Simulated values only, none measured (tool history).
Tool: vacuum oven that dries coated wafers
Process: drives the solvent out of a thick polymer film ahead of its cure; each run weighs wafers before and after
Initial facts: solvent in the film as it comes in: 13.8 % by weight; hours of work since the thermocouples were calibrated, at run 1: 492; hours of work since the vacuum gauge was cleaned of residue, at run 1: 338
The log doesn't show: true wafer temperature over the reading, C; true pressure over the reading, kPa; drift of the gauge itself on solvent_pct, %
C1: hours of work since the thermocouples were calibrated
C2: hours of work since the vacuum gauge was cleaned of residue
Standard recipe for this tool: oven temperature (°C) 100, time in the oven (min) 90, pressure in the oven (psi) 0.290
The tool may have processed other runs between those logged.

{"run": 1, "hour": 0.0, "oven temperature (°C)": 100, "time in the oven (min)": 90, "pressure in the oven (psi)": 0.29, "C1": 492, "C2": 338, "solvent left in the film (%)": 1.76}
{"run": 2, "hour": 92.2, "oven temperature (°C)": 100, "time in the oven (min)": 146, "pressure in the oven (psi)": 0.29, "C1": 555, "C2": 400, "solvent left in the film (%)": 0.98}
{"run": 3, "hour": 156.7, "oven temperature (°C)": 100, "time in the oven (min)": 90, "pressure in the oven (psi)": 0.29, "C1": 598, "C2": 444, "solvent left in the film (%)": 1.7}
{"run": 4, "hour": 235.3, "oven temperature (°C)": 100, "time in the oven (min)": 90, "pressure in the oven (psi)": 0.29, "C1": 651, "C2": 497, "solvent left in the film (%)": 1.75}
{"run": 5, "hour": 358.5, "oven temperature (°C)": 100, "time in the oven (min)": 57, "pressure in the oven (psi)": 0.29, "C1": 735, "C2": 580, "solvent left in the film (%)": 3.02}
{"run": 6, "hour": 433.0, "oven temperature (°C)": 100, "time in the oven (min)": 57, "pressure in the oven (psi)": 0.29, "C1": 785, "C2": 630, "solvent left in the film (%)": 3.0}
{"run": 7, "hour": 491.2, "oven temperature (°C)": 100, "time in the oven (min)": 57, "pressure in the oven (psi)": 0.29, "C1": 824, "C2": 670, "solvent left in the film (%)": 3.05}
{"run": 8, "hour": 612.8, "oven temperature (°C)": 100, "time in the oven (min)": 57, "pressure in the oven (psi)": 0.29, "C1": 906, "C2": 752, "solvent left in the film (%)": 3.0}
{"run": 9, "hour": 723.9, "oven temperature (°C)": 100, "time in the oven (min)": 57, "pressure in the oven (psi)": 0.29, "C1": 982, "C2": 827, "solvent left in the film (%)": 3.02}
{"run": 10, "hour": 782.2, "oven temperature (°C)": 100, "time in the oven (min)": 57, "pressure in the oven (psi)": 0.29, "C1": 1021, "C2": 866, "solvent left in the film (%)": 2.99}
{"hour": 835.5, "done": "oven's thermocouples calibrated"}
{"run": 11, "hour": 869.0, "oven temperature (°C)": 100, "time in the oven (min)": 57, "pressure in the oven (psi)": 0.29, "C1": 23, "C2": 924, "solvent left in the film (%)": 3.18}
{"run": 12, "hour": 992.6, "oven temperature (°C)": 92, "time in the oven (min)": 57, "pressure in the oven (psi)": 0.29, "C1": 106, "C2": 1007, "solvent left in the film (%)": 4.52}
{"run": 13, "hour": 1115.1, "oven temperature (°C)": 103, "time in the oven (min)": 90, "pressure in the oven (psi)": 0.29, "C1": 189, "C2": 1090, "solvent left in the film (%)": 1.47}
{"run": 14, "hour": 1219.9, "oven temperature (°C)": 100, "time in the oven (min)": 90, "pressure in the oven (psi)": 0.29, "C1": 260, "C2": 1161, "solvent left in the film (%)": 1.8}
{"run": 15, "hour": 1319.2, "oven temperature (°C)": 100, "time in the oven (min)": 90, "pressure in the oven (psi)": 0.29, "C1": 327, "C2": 1228, "solvent left in the film (%)": 1.77}
{"run": 16, "hour": 1444.7, "oven temperature (°C)": 100, "time in the oven (min)": 90, "pressure in the oven (psi)": 0.29, "C1": 412, "C2": 1313, "solvent left in the film (%)": 1.78}
{"run": 17, "hour": 1555.9, "oven temperature (°C)": 100, "time in the oven (min)": 90, "pressure in the oven (psi)": 0.29, "C1": 487, "C2": 1388, "solvent left in the film (%)": 1.71}
{"run": 18, "hour": 1620.4, "oven temperature (°C)": 100, "time in the oven (min)": 90, "pressure in the oven (psi)": 0.29, "C1": 531, "C2": 1432, "solvent left in the film (%)": 1.76}
{"run": 19, "hour": 1733.4, "oven temperature (°C)": 100, "time in the oven (min)": 90, "pressure in the oven (psi)": 0.29, "C1": 607, "C2": 1508, "solvent left in the film (%)": 1.76}
{"run": 20, "hour": 1847.9, "oven temperature (°C)": 100, "time in the oven (min)": 90, "pressure in the oven (psi)": 0.29, "C1": 684, "C2": 1585, "solvent left in the film (%)": 1.74}
{"run": 21, "hour": 1923.4, "oven temperature (°C)": 111, "time in the oven (min)": 65, "pressure in the oven (psi)": 0.29, "C1": 735, "C2": 1636, "solvent left in the film (%)": 1.26}
{"hour": 1994.1, "done": "vacuum gauge cleaned of residue and calibrated"}
{"run": 22, "hour": 1998.4, "oven temperature (°C)": 96, "time in the oven (min)": 90, "pressure in the oven (psi)": 0.29, "C1": 785, "C2": 3, "solvent left in the film (%)": 2.06}
{"run": 23, "hour": 2076.2, "oven temperature (°C)": 114, "time in the oven (min)": 72, "pressure in the oven (psi)": 0.151, "C1": 838, "C2": 55, "solvent left in the film (%)": 0.61}
{"run": 24, "hour": 2197.8, "oven temperature (°C)": 108, "time in the oven (min)": 72, "pressure in the oven (psi)": 0.151, "C1": 920, "C2": 138, "solvent left in the film (%)": 0.99}
{"run": 25, "hour": 2276.2, "oven temperature (°C)": 108, "time in the oven (min)": 72, "pressure in the oven (psi)": 0.151, "C1": 973, "C2": 191, "solvent left in the film (%)": 0.97}
{"run": 26, "hour": 2377.6, "oven temperature (°C)": 85, "time in the oven (min)": 65, "pressure in the oven (psi)": 0.526, "C1": 1041, "C2": 259, "solvent left in the film (%)": 5.63}
{"hour": 2407.2, "done": "oven's thermocouples calibrated"}
{"run": 27, "hour": 2432.3, "oven temperature (°C)": 85, "time in the oven (min)": 65, "pressure in the oven (psi)": 0.526, "C1": 17, "C2": 295, "solvent left in the film (%)": 6.16}
{"run": 28, "hour": 2513.3, "oven temperature (°C)": 100, "time in the oven (min)": 90, "pressure in the oven (psi)": 0.244, "C1": 72, "C2": 350, "solvent left in the film (%)": 1.7}
{"run": 29, "hour": 2589.6, "oven temperature (°C)": 111, "time in the oven (min)": 94, "pressure in the oven (psi)": 0.405, "C1": 123, "C2": 401, "solvent left in the film (%)": 1.03}
{"run": 30, "hour": 2714.6, "oven temperature (°C)": 111, "time in the oven (min)": 94, "pressure in the oven (psi)": 0.405, "C1": 208, "C2": 486, "solvent left in the film (%)": 1.03}
{"run": 31, "hour": 2810.7, "oven temperature (°C)": 111, "time in the oven (min)": 94, "pressure in the oven (psi)": 0.405, "C1": 273, "C2": 551, "solvent left in the film (%)": 1.02}
{"run": 32, "hour": 2878.7, "oven temperature (°C)": 111, "time in the oven (min)": 94, "pressure in the oven (psi)": 0.405, "C1": 319, "C2": 597, "solvent left in the film (%)": 0.99}
{"run": 33, "hour": 2960.3, "oven temperature (°C)": 94, "time in the oven (min)": 86, "pressure in the oven (psi)": 0.152, "C1": 374, "C2": 652, "solvent left in the film (%)": 2.31}
{"run": 34, "hour": 3022.6, "oven temperature (°C)": 87, "time in the oven (min)": 151, "pressure in the oven (psi)": 0.232, "C1": 416, "C2": 694, "solvent left in the film (%)": 2.02}
{"run": 35, "hour": 3108.4, "oven temperature (°C)": 101, "time in the oven (min)": 151, "pressure in the oven (psi)": 0.815, "C1": 474, "C2": 752, "solvent left in the film (%)": 2.26}
{"run": 36, "hour": 3228.7, "oven temperature (°C)": 101, "time in the oven (min)": 151, "pressure in the oven (psi)": 0.815, "C1": 555, "C2": 833, "solvent left in the film (%)": 2.27}
{"run": 37, "hour": 3336.2, "oven temperature (°C)": 86, "time in the oven (min)": 57, "pressure in the oven (psi)": 0.74, "C1": 628, "C2": 906, "solvent left in the film (%)": 6.83}
{"run": 38, "hour": 3428.0, "oven temperature (°C)": 86, "time in the oven (min)": 57, "pressure in the oven (psi)": 0.74, "C1": 690, "C2": 968, "solvent left in the film (%)": 6.83}
{"run": 39, "hour": 3481.9, "oven temperature (°C)": 90, "time in the oven (min)": 103, "pressure in the oven (psi)": 0.29, "C1": 726, "C2": 1004, "solvent left in the film (%)": 2.72}

Measured less the same run without the tool's hidden state. The same run-to-run variation is in both; the gauge's scatter may not be:
run=1 solvent_left_in_the_film_(%)=-0.05
run=2 solvent_left_in_the_film_(%)=-0.01
run=3 solvent_left_in_the_film_(%)=-0.07
run=4 solvent_left_in_the_film_(%)=-0.07
run=5 solvent_left_in_the_film_(%)=-0.15
run=6 solvent_left_in_the_film_(%)=-0.15
run=7 solvent_left_in_the_film_(%)=-0.17
run=8 solvent_left_in_the_film_(%)=-0.18
run=9 solvent_left_in_the_film_(%)=-0.20
run=10 solvent_left_in_the_film_(%)=-0.21
run=11 solvent_left_in_the_film_(%)=-0.02
run=12 solvent_left_in_the_film_(%)=-0.04
run=13 solvent_left_in_the_film_(%)=+0.00
run=14 solvent_left_in_the_film_(%)=-0.02
run=15 solvent_left_in_the_film_(%)=-0.03
run=16 solvent_left_in_the_film_(%)=-0.04
run=17 solvent_left_in_the_film_(%)=-0.05
run=18 solvent_left_in_the_film_(%)=-0.06
run=19 solvent_left_in_the_film_(%)=-0.06
run=20 solvent_left_in_the_film_(%)=-0.07
run=21 solvent_left_in_the_film_(%)=-0.08
run=22 solvent_left_in_the_film_(%)=-0.29
run=23 solvent_left_in_the_film_(%)=-0.12
run=24 solvent_left_in_the_film_(%)=-0.20
run=25 solvent_left_in_the_film_(%)=-0.20
run=26 solvent_left_in_the_film_(%)=-0.50
run=27 solvent_left_in_the_film_(%)=+0.06
run=28 solvent_left_in_the_film_(%)=+0.03
run=29 solvent_left_in_the_film_(%)=+0.01
run=30 solvent_left_in_the_film_(%)=+0.01
run=31 solvent_left_in_the_film_(%)=+0.01
run=32 solvent_left_in_the_film_(%)=+0.00
run=33 solvent_left_in_the_film_(%)=-0.02
run=34 solvent_left_in_the_film_(%)=+0.01
run=35 solvent_left_in_the_film_(%)=-0.02
run=36 solvent_left_in_the_film_(%)=-0.03
run=37 solvent_left_in_the_film_(%)=-0.14
run=38 solvent_left_in_the_film_(%)=-0.16
run=39 solvent_left_in_the_film_(%)=-0.09
